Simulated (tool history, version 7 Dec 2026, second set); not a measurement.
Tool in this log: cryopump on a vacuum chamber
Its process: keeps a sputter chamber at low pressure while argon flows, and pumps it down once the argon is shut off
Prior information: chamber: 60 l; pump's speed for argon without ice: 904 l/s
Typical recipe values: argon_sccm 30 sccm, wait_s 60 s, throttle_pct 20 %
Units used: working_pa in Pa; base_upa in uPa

run 1 hour=0.0 | argon_sccm=30 wait_s=60 throttle_pct=20 | working_pa=0.2980 base_upa=2.03
run 2 hour=18.1 | argon_sccm=30 wait_s=38 throttle_pct=20 | working_pa=0.2986 base_upa=2.68
run 3 hour=31.8 | argon_sccm=30 wait_s=60 throttle_pct=29 | working_pa=0.2115 base_upa=2.10
run 4 hour=51.5 | argon_sccm=30 wait_s=60 throttle_pct=29 | working_pa=0.2122 base_upa=2.14
run 5 hour=73.7 | argon_sccm=30 wait_s=60 throttle_pct=29 | working_pa=0.2126 base_upa=2.14
run 6 hour=95.3 | argon_sccm=30 wait_s=60 throttle_pct=25 | working_pa=0.2431 base_upa=2.15
run 7 hour=121.6 | argon_sccm=30 wait_s=60 throttle_pct=25 | working_pa=0.2432 base_upa=2.16
run 8 hour=144.1 | argon_sccm=30 wait_s=60 throttle_pct=25 | working_pa=0.2444 base_upa=2.12
run 9 hour=172.3 | argon_sccm=30 wait_s=60 throttle_pct=25 | working_pa=0.2452 base_upa=2.17
run 10 hour=201.4 | argon_sccm=30 wait_s=60 throttle_pct=25 | working_pa=0.2462 base_upa=2.23
-- hour=219.6 pump warmed up, emptied and cooled again
run 11 hour=237.9 | argon_sccm=32 wait_s=60 throttle_pct=20 | working_pa=0.3008 base_upa=1.96
run 12 hour=253.2 | argon_sccm=56 wait_s=60 throttle_pct=20 | working_pa=0.5255 base_upa=1.90
run 13 hour=279.1 | argon_sccm=30 wait_s=60 throttle_pct=20 | working_pa=0.2829 base_upa=1.97
run 14 hour=299.8 | argon_sccm=30 wait_s=60 throttle_pct=20 | working_pa=0.2812 base_upa=1.97
run 15 hour=331.4 | argon_sccm=30 wait_s=60 throttle_pct=20 | working_pa=0.2831 base_upa=2.02
run 16 hour=360.5 | argon_sccm=30 wait_s=60 throttle_pct=20 | working_pa=0.2805 base_upa=2.02
run 17 hour=381.2 | argon_sccm=30 wait_s=60 throttle_pct=20 | working_pa=0.2858 base_upa=2.06
run 18 hour=407.9 | argon_sccm=30 wait_s=245 throttle_pct=19 | working_pa=0.2955 base_upa=1.20
run 19 hour=423.1 | argon_sccm=30 wait_s=245 throttle_pct=19 | working_pa=0.2995 base_upa=1.20
run 20 hour=452.6 | argon_sccm=51 wait_s=60 throttle_pct=20 | working_pa=0.4822 base_upa=2.13
run 21 hour=476.3 | argon_sccm=51 wait_s=60 throttle_pct=20 | working_pa=0.4852 base_upa=2.14
run 22 hour=494.8 | argon_sccm=51 wait_s=60 throttle_pct=20 | working_pa=0.4849 base_upa=2.04
run 23 hour=524.1 | argon_sccm=30 wait_s=136 throttle_pct=17 | working_pa=0.3353 base_upa=1.47
run 24 hour=538.9 | argon_sccm=17 wait_s=37 throttle_pct=17 | working_pa=0.1892 base_upa=2.86
run 25 hour=565.5 | argon_sccm=21 wait_s=113 throttle_pct=35 | working_pa=0.1160 base_upa=1.65
run 26 hour=588.0 | argon_sccm=26 wait_s=148 throttle_pct=27 | working_pa=0.1847 base_upa=1.54
run 27 hour=617.4 | argon_sccm=17 wait_s=148 throttle_pct=27 | working_pa=0.1214 base_upa=1.51
run 28 hour=644.8 | argon_sccm=59 wait_s=260 throttle_pct=16 | working_pa=0.7039 base_upa=1.35
run 29 hour=672.5 | argon_sccm=59 wait_s=260 throttle_pct=16 | working_pa=0.7014 base_upa=1.38
run 30 hour=699.3 | argon_sccm=55 wait_s=44 throttle_pct=20 | working_pa=0.5265 base_upa=2.62
run 31 hour=725.7 | argon_sccm=55 wait_s=44 throttle_pct=20 | working_pa=0.5291 base_upa=2.62
run 32 hour=744.4 | argon_sccm=42 wait_s=40 throttle_pct=41 | working_pa=0.2027 base_upa=2.87
run 33 hour=769.2 | argon_sccm=53 wait_s=214 throttle_pct=23 | working_pa=0.4481 base_upa=1.49
run 34 hour=792.3 | argon_sccm=30 wait_s=84 throttle_pct=17 | working_pa=0.3412 base_upa=2.01

4 ways to go on from here, each from the tool as it stands after run 34. What would each give?
run A hour=821.2 | argon_sccm=47 wait_s=111 throttle_pct=36 | working_pa=? base_upa=?
run B hour=821.2 | argon_sccm=37 wait_s=60 throttle_pct=20 | working_pa=? base_upa=?
run C hour=821.2 | argon_sccm=21 wait_s=28 throttle_pct=23 | working_pa=? base_upa=?
run D hour=821.2 | argon_sccm=15 wait_s=112 throttle_pct=42 | working_pa=? base_upa=?

run=A working_pa=0.2583 base_upa=1.79
run=B working_pa=0.3595 base_upa=2.31
run=C working_pa=0.1787 base_upa=3.55
run=D working_pa=0.0715 base_upa=1.83
What these runs would have given with no unlogged condition in the tool:
run=A working_pa=0.2433 base_upa=0.93
run=B working_pa=0.3477 base_upa=1.43
run=C working_pa=0.1720 base_upa=2.69
run=D working_pa=0.0667 base_upa=0.93

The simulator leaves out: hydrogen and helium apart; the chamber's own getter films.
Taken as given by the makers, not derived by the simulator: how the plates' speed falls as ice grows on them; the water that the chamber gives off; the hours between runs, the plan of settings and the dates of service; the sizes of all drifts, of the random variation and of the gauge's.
